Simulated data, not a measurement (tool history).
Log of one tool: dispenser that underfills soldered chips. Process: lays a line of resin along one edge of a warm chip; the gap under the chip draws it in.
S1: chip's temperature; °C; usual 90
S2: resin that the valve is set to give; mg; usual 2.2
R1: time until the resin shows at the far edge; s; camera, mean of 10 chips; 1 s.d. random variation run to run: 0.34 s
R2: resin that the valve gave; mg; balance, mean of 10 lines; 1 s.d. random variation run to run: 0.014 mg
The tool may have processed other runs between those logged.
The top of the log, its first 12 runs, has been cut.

run 13 hour=64.4 | S1=90 S2=2.2 | R1=18.1 R2=2.15
run 14 hour=67.5 | S1=90 S2=2.15 | R1=20.7 R2=2.09
-- hour=69.2 new syringe of resin
run 15 hour=72.6 | S1=90 S2=1.97 | R1=17.6 R2=1.93
run 16 hour=76.9 | S1=90 S2=2.16 | R1=20.3 R2=2.1
-- hour=80.2 new syringe of resin
run 17 hour=84 | S1=90 S2=2.16 | R1=17.8 R2=2.1
run 18 hour=89.1 | S1=76 S2=2.2 | R1=35.8 R2=2.14
-- hour=91.3 new syringe of resin
run 19 hour=94.1 | S1=76 S2=2.2 | R1=29.8 R2=2.14
run 20 hour=101 | S1=92 S2=2.14 | R1=18.6 R2=2.06
-- hour=102.3 new syringe of resin
run 21 hour=106.5 | S1=90 S2=2.67 | R1=16.6 R2=2.55
run 22 hour=110.1 | S1=85 S2=2.15 | R1=23.8 R2=2.06
-- hour=113.3 new syringe of resin
run 23 hour=116.9 | S1=85 S2=2.15 | R1=21.4 R2=2.04
run 24 hour=121.3 | S1=85 S2=2.15 | R1=24.4 R2=2.06
-- hour=124.5 new syringe of resin
run 25 hour=127.8 | S1=97 S2=2.15 | R1=12.9 R2=2.04
run 26 hour=133.3 | S1=97 S2=2.15 | R1=14.5 R2=2.04
-- hour=135.2 new syringe of resin
run 27 hour=140.4 | S1=95 S2=2.3 | R1=15.1 R2=2.15
-- hour=146 new syringe of resin
run 28 hour=146 | S1=88 S2=2.43 | R1=16.8 R2=2.27
run 29 hour=153.3 | S1=101 S2=2.88 | R1=12 R2=2.68
-- hour=156.6 new syringe of resin
run 30 hour=159.7 | S1=95 S2=1.96 | R1=14.3 R2=1.8
run 31 hour=165.1 | S1=83 S2=2.19 | R1=27.1 R2=2.02
-- hour=167.4 new syringe of resin
run 32 hour=171.6 | S1=83 S2=2.37 | R1=23.8 R2=2.19
-- hour=178.1 new syringe of resin
run 33 hour=179 | S1=83 S2=2.37 | R1=21.4 R2=2.16
run 34 hour=186.2 | S1=83 S2=2.37 | R1=25.7 R2=2.19
-- hour=188.8 dispensing valve cleaned and set on the balance
-- hour=189.9 new syringe of resin
run 35 hour=191.6 | S1=93 S2=2.62 | R1=14 R2=2.62

Alternative continuations, all from the tool just after run 35; predict every row:
run A hour=195.8 | S1=90 S2=2.63 | R1=? R2=?
run B hour=195.8 | S1=94 S2=2.31 | R1=? R2=?
run C hour=195.8 | S1=100 S2=2.82 | R1=? R2=?
run D hour=195.8 | S1=86 S2=2.59 | R1=? R2=?
run E hour=195.8 | S1=82 S2=2.23 | R1=? R2=?

run=A R1=17.6 R2=2.63
run=B R1=15.3 R2=2.3
run=C R1=12.2 R2=2.81
run=D R1=21 R2=2.59
run=E R1=25.7 R2=2.23
With no hidden state in the tool, these same runs would have given:
run=A R1=14.9 R2=2.64
run=B R1=12.9 R2=2.31
run=C R1=10.3 R2=2.82
run=D R1=17.6 R2=2.6
run=E R1=21.6 R2=2.23

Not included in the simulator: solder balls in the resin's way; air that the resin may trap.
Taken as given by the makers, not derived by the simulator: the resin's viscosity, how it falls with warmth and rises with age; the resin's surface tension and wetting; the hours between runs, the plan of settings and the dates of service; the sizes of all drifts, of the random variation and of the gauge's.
